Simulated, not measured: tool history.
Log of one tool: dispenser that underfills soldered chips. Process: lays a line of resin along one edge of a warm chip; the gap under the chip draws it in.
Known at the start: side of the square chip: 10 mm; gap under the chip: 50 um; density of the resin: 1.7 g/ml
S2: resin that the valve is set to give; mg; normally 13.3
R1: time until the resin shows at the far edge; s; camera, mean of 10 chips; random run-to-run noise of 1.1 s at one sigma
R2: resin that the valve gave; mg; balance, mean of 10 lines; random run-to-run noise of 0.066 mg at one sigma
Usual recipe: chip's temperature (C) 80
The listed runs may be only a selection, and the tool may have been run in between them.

run 1 hour=0 | chip's_temperature_(C)=80 S2=13.3 | R1=124.8 R2=13.03
run 2 hour=4.5 | chip's_temperature_(C)=80 S2=13.3 | R1=146.5 R2=13.09
-- hour=8.6 new syringe of resin
run 3 hour=9.8 | chip's_temperature_(C)=83 S2=13.3 | R1=104.2 R2=13.06
run 4 hour=14.2 | chip's_temperature_(C)=83 S2=13.3 | R1=118.4 R2=12.97
run 5 hour=17.9 | chip's_temperature_(C)=83 S2=13.3 | R1=133.3 R2=13.04
-- hour=20 new syringe of resin
run 6 hour=21 | chip's_temperature_(C)=82 S2=13.3 | R1=107.8 R2=12.96
run 7 hour=25.6 | chip's_temperature_(C)=82 S2=13.3 | R1=123.5 R2=12.98
run 8 hour=30.4 | chip's_temperature_(C)=82 S2=13.3 | R1=145.1 R2=12.94
-- hour=31.3 new syringe of resin
run 9 hour=33.2 | chip's_temperature_(C)=82 S2=13.3 | R1=111.7 R2=12.8
run 10 hour=38.4 | chip's_temperature_(C)=80 S2=14.1 | R1=147.3 R2=13.63
-- hour=43 new syringe of resin
run 11 hour=44.3 | chip's_temperature_(C)=80 S2=13.1 | R1=121.8 R2=12.67
run 12 hour=48.9 | chip's_temperature_(C)=78 S2=13.3 | R1=153.5 R2=12.83
run 13 hour=52.1 | chip's_temperature_(C)=78 S2=13.3 | R1=172.8 R2=12.75
-- hour=54.5 new syringe of resin
run 14 hour=58 | chip's_temperature_(C)=80 S2=13.3 | R1=131.2 R2=12.69
run 15 hour=63.8 | chip's_temperature_(C)=80 S2=13.3 | R1=156.2 R2=12.76
-- hour=66 new syringe of resin
run 16 hour=70 | chip's_temperature_(C)=80 S2=15.7 | R1=130.7 R2=14.85
run 17 hour=74.6 | chip's_temperature_(C)=80 S2=12.5 | R1=156 R2=11.82
-- hour=77.4 new syringe of resin
run 18 hour=80 | chip's_temperature_(C)=80 S2=12.5 | R1=133.4 R2=11.8
run 19 hour=82.9 | chip's_temperature_(C)=80 S2=12.5 | R1=142.3 R2=11.78
run 20 hour=87.4 | chip's_temperature_(C)=80 S2=13.8 | R1=162 R2=13.11
-- hour=88.8 new syringe of resin
run 21 hour=93.8 | chip's_temperature_(C)=80 S2=13.8 | R1=134.1 R2=13.07
run 22 hour=98.1 | chip's_temperature_(C)=85 S2=12.4 | R1=124.8 R2=11.74
-- hour=100 new syringe of resin
run 23 hour=103.8 | chip's_temperature_(C)=80 S2=12.9 | R1=136.9 R2=12.01
run 24 hour=106.6 | chip's_temperature_(C)=89 S2=13.3 | R1=94.1 R2=12.45
run 25 hour=110.7 | chip's_temperature_(C)=89 S2=13.3 | R1=109 R2=12.43
-- hour=111.5 new syringe of resin
run 26 hour=117.1 | chip's_temperature_(C)=89 S2=13.3 | R1=93 R2=12.43
run 27 hour=120.7 | chip's_temperature_(C)=89 S2=13.3 | R1=102.5 R2=12.37
-- hour=123.1 new syringe of resin
run 28 hour=124.7 | chip's_temperature_(C)=89 S2=13.3 | R1=82 R2=12.44
run 29 hour=130.1 | chip's_temperature_(C)=75 S2=12.6 | R1=191.4 R2=11.7
run 30 hour=133.1 | chip's_temperature_(C)=80 S2=16.5 | R1=158.3 R2=15.26
-- hour=134.4 new syringe of resin
run 31 hour=138.9 | chip's_temperature_(C)=91 S2=16.5 | R1=79 R2=15.35
run 32 hour=143.5 | chip's_temperature_(C)=91 S2=16.5 | R1=90.1 R2=15.26
-- hour=145.6 new syringe of resin
run 33 hour=149.2 | chip's_temperature_(C)=91 S2=16.5 | R1=78.3 R2=15.16
run 34 hour=152.2 | chip's_temperature_(C)=73 S2=13.6 | R1=208.6 R2=12.68
-- hour=157 new syringe of resin
run 35 hour=157 | chip's_temperature_(C)=73 S2=13.6 | R1=167.7 R2=12.38
run 36 hour=163.1 | chip's_temperature_(C)=80 S2=13.7 | R1=143.4 R2=12.47

Alternative continuations, all from the tool just after run 36; predict every row:
run A hour=166 | chip's_temperature_(C)=85 S2=13.3 | R1=? R2=?
run B hour=166 | chip's_temperature_(C)=77 S2=16.9 | R1=? R2=?
run C hour=166 | chip's_temperature_(C)=70 S2=12.4 | R1=? R2=?

run=A R1=126.9 R2=12.14
run=B R1=180.1 R2=15.5
run=C R1=265 R2=11.29
With no hidden state in the tool, these same runs would have given:
run=A R1=88.2 R2=13.3
run=B R1=126.2 R2=16.98
run=C R1=182 R2=12.37

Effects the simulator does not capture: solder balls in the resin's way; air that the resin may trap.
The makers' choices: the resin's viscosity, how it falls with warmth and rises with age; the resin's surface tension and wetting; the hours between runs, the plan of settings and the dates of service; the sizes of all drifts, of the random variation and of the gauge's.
